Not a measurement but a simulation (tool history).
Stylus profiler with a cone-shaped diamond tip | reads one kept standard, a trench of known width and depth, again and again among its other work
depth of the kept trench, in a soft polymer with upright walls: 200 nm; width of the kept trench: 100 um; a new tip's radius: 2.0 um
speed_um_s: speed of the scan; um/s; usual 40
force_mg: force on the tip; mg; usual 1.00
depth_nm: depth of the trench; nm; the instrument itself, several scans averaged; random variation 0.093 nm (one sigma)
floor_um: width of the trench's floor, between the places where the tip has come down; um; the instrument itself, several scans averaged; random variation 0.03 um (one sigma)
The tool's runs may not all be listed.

Run 1, hour 0.0: usual settings. Result: depth_nm 201.46 nm, floor_um 97.78 um.
Run 2, hour 13.7: usual settings but speed_um_s 143 um/s. Result: depth_nm 201.56 nm, floor_um 97.06 um.
Run 3, hour 29.8: usual settings but speed_um_s 143 um/s. Result: depth_nm 201.51 nm, floor_um 97.06 um.
Run 4, hour 50.6: usual settings but speed_um_s 56 um/s. Result: depth_nm 201.36 nm, floor_um 97.68 um.
Run 5, hour 73.3: usual settings but speed_um_s 56 um/s. Result: depth_nm 201.35 nm, floor_um 97.66 um.
Run 6, hour 84.2: usual settings. Result: depth_nm 201.29 nm, floor_um 97.78 um.
Run 7, hour 97.2: usual settings. Result: depth_nm 201.33 nm, floor_um 97.77 um.
Run 8, hour 118.9: usual settings. Result: depth_nm 201.52 nm, floor_um 97.74 um.
Run 9, hour 142.6: usual settings. Result: depth_nm 201.55 nm, floor_um 97.80 um.
Run 10, hour 159.6: usual settings. Result: depth_nm 201.35 nm, floor_um 97.78 um.
Run 11, hour 184.4: usual settings but speed_um_s 78 um/s. Result: depth_nm 201.48 nm, floor_um 97.47 um.
Run 12, hour 204.4: usual settings but speed_um_s 78 um/s. Result: depth_nm 201.22 nm, floor_um 97.40 um.
Run 13, hour 222.8: usual settings but speed_um_s 78 um/s. Result: depth_nm 201.57 nm, floor_um 97.42 um.
Run 14, hour 246.1: usual settings. Result: depth_nm 201.52 nm, floor_um 97.69 um.
Run 15, hour 260.1: usual settings but speed_um_s 39 um/s. Result: depth_nm 201.38 nm, floor_um 97.68 um.
Run 16, hour 282.0: usual settings but speed_um_s 39 um/s. Result: depth_nm 201.34 nm, floor_um 97.71 um.
Run 17, hour 308.2: usual settings but speed_um_s 39 um/s. Result: depth_nm 201.29 nm, floor_um 97.64 um.
Run 18, hour 327.1: usual settings. Result: depth_nm 201.60 nm, floor_um 97.68 um.
Run 19, hour 352.6: usual settings but force_mg 0.81 mg. Result: depth_nm 201.22 nm, floor_um 97.64 um.
Run 20, hour 375.5: usual settings but force_mg 0.81 mg. Result: depth_nm 201.40 nm, floor_um 97.61 um.
Run 21, hour 396.8: usual settings but speed_um_s 24 um/s. Result: depth_nm 201.48 nm, floor_um 97.81 um.
Run 22, hour 414.5: usual settings but speed_um_s 29 um/s, force_mg 2.86 mg. Result: depth_nm 202.78 nm, floor_um 97.73 um.
Run 23, hour 438.2: usual settings but speed_um_s 29 um/s, force_mg 2.86 mg. Result: depth_nm 202.79 nm, floor_um 97.71 um.
Run 24, hour 457.9: usual settings but speed_um_s 29 um/s, force_mg 2.86 mg. Result: depth_nm 202.50 nm, floor_um 97.77 um.
Run 25, hour 481.6: usual settings but speed_um_s 68 um/s, force_mg 1.15 mg. Result: depth_nm 201.85 nm, floor_um 97.45 um.
Run 26, hour 497.1: usual settings but speed_um_s 68 um/s, force_mg 1.15 mg. Result: depth_nm 201.74 nm, floor_um 97.39 um.
Run 27, hour 513.5: usual settings but speed_um_s 68 um/s, force_mg 1.15 mg. Result: depth_nm 201.66 nm, floor_um 97.42 um.
Run 28, hour 539.7: usual settings but force_mg 2.05 mg. Result: depth_nm 202.11 nm, floor_um 97.69 um.
Run 29, hour 553.2: usual settings but force_mg 2.05 mg. Result: depth_nm 202.31 nm, floor_um 97.61 um.
Run 30, hour 576.2: usual settings but speed_um_s 37 um/s, force_mg 1.70 mg. Result: depth_nm 202.11 nm, floor_um 97.57 um.
Run 31, hour 602.3: usual settings but speed_um_s 143 um/s. Result: depth_nm 201.45 nm, floor_um 96.83 um.
Run 32, hour 620.4: usual settings but speed_um_s 24 um/s, force_mg 0.42 mg. Result: depth_nm 201.03 nm, floor_um 97.62 um.
Run 33, hour 632.5: usual settings but speed_um_s 120 um/s, force_mg 0.84 mg. Result: depth_nm 201.76 nm, floor_um 96.89 um.
Run 34, hour 657.8: usual settings but force_mg 0.60 mg. Result: depth_nm 201.21 nm, floor_um 97.44 um.
Run 35, hour 683.2: usual settings but force_mg 0.60 mg. Result: depth_nm 201.30 nm, floor_um 97.37 um.
Run 36, hour 707.0: usual settings but speed_um_s 79 um/s, force_mg 0.36 mg. Result: depth_nm 201.14 nm, floor_um 96.78 um.

3 ways to go on from here, each from the tool as it stands after run 36. What would each give?
Run A, hour 733.3: usual settings but speed_um_s 127 um/s, force_mg 0.67 mg. Result: depth_nm ?, floor_um ?.
Run B, hour 733.3: usual settings but speed_um_s 64 um/s, force_mg 1.43 mg. Result: depth_nm ?, floor_um ?.
Run C, hour 733.3: usual settings but speed_um_s 79 um/s, force_mg 0.51 mg. Result: depth_nm ?, floor_um ?.

run  depth_nm  floor_um
  A    201.41     96.70
  B    202.06     97.40
  C    201.28     96.99
Without the tool's hidden state the same runs would have given:
run  depth_nm  floor_um
  A    200.88     97.19
  B    201.53     97.90
  C    200.75     97.49
